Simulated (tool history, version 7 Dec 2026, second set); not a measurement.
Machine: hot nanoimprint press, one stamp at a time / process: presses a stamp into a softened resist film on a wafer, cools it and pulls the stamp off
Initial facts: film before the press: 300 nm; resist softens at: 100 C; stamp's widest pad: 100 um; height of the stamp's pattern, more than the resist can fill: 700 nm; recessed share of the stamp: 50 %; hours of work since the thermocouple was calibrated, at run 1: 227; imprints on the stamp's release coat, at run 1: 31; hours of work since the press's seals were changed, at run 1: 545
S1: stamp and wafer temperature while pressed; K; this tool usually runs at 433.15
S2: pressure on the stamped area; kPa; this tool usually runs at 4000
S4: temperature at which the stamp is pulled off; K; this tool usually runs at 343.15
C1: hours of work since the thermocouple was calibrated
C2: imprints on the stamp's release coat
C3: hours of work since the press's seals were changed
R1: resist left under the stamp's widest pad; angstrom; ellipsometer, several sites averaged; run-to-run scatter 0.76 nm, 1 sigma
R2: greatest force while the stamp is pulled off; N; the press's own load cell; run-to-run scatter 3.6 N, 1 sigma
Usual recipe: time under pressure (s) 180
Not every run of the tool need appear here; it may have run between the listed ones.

Run 1, hour 0.0: usual settings; C1 227; C2 31; C3 545. Result: R1 1230 angstrom, R2 174 N.
Run 2, hour 22.4: usual settings but time under pressure (s) 123; C1 243; C2 102; C3 561. Result: R1 1452 angstrom, R2 174 N.
At hour 38.1: plate thermocouple calibrated.
Run 3, hour 52.5: usual settings but S4 339.15 K; C1 10; C2 187; C3 581. Result: R1 1246 angstrom, R2 194 N.
Run 4, hour 94.9: usual settings; C1 41; C2 321; C3 611. Result: R1 1243 angstrom, R2 185 N.
At hour 138.3: plate thermocouple calibrated, once more.
Run 5, hour 138.3: usual settings; C1 0; C2 449; C3 641. Result: R1 1223 angstrom, R2 192 N.
Run 6, hour 186.2: usual settings; C1 34; C2 600; C3 675. Result: R1 1240 angstrom, R2 199 N.
Run 7, hour 232.4: usual settings; C1 68; C2 745; C3 708. Result: R1 1235 angstrom, R2 199 N.
Run 8, hour 271.9: usual settings but S1 423.15 K, S2 2950 kPa; C1 96; C2 870; C3 737. Result: R1 2038 angstrom, R2 205 N.
Run 9, hour 291.6: usual settings but S1 423.15 K, S2 2950 kPa; C1 110; C2 932; C3 751. Result: R1 2052 angstrom, R2 212 N.
Run 10, hour 332.6: usual settings but S1 431.15 K, time under pressure (s) 233; C1 140; C2 1062; C3 780. Result: R1 1226 angstrom, R2 221 N.
Run 11, hour 357.9: usual settings but S1 430.15 K, time under pressure (s) 121; C1 158; C2 1142; C3 799. Result: R1 1623 angstrom, R2 217 N.
Run 12, hour 401.6: usual settings but S1 442.15 K, time under pressure (s) 96, S4 336.15 K; C1 189; C2 1280; C3 830. Result: R1 1121 angstrom, R2 242 N.
Run 13, hour 439.2: usual settings but S1 442.15 K, time under pressure (s) 96, S4 336.15 K; C1 216; C2 1398; C3 857. Result: R1 1123 angstrom, R2 250 N.

What does the tool deliver on the next run?
Run 14, hour 467.4: usual settings but S1 442.15 K, time under pressure (s) 96, S4 346.15 K; C1 237; C2 1487; C3 877. Result: R1 ?, R2 ?.

Run 14 gave R1 1129 angstrom, R2 219 N.
With no hidden state in the tool, this same run would have given R1 1072 angstrom, R2 164 N.
